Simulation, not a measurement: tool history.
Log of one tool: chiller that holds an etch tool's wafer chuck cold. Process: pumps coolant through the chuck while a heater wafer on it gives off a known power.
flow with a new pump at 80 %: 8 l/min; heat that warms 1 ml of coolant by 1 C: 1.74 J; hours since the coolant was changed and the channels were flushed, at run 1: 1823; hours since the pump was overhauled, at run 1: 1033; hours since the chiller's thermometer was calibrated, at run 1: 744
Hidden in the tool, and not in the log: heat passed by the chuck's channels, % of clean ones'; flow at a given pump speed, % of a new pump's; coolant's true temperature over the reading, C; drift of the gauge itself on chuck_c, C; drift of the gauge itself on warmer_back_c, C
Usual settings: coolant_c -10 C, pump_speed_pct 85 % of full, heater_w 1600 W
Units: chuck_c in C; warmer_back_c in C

run	day	coolant_c	pump_speed_pct	heater_w	hours since the coolant was changed and the channels were flushed	hours since the pump was overhauled	hours since the chiller's thermometer was calibrated	chuck_c	warmer_back_c
1	0	-10	85	1600	1823	1033	744	3.6	6.83
2	1.358	-10	85	1600	1855	1066	777	3.6	6.81
3	2.617	-10	95	1600	1886	1096	807	2.3	6.01
4	3.421	-16	85	1600	1905	1116	826	-2.5	6.87
5	4.304	-16	85	1600	1926	1137	848	-2.4	6.8
6	5.321	-16	85	1600	1950	1161	872	-2.3	6.86
7	6.7	-10	85	802	1984	1194	905	-3.4	3.42
8	8.046	-15	85	1289	2016	1227	937	-3.9	5.5
9	9.504	-15	85	1289	2051	1262	972	-3.8	5.57
10	11	-15	85	1289	2087	1297	1008	-3.9	5.57
11	11.829	-15	67	930	2107	1317	1028	-5.3	5.17
12	12.788	-3	85	985	2130	1340	1051	5.5	4.19

Forecast each of these 3 alternatives for the next run:
A	14.046	-11	99	1325	2160	1371	1081	?	?
B	14.046	-17	85	2078	2160	1371	1081	?	?
C	14.046	-13	85	985	2160	1371	1081	?	?

run	chuck_c	warmer_back_c
A	-0.8	4.89
B	1.1	8.96
C	-4.3	4.25
Without the tool's hidden state the same runs would have given:
run	chuck_c	warmer_back_c
A	-2.1	4.6
B	-1.3	8.42
C	-5.4	4

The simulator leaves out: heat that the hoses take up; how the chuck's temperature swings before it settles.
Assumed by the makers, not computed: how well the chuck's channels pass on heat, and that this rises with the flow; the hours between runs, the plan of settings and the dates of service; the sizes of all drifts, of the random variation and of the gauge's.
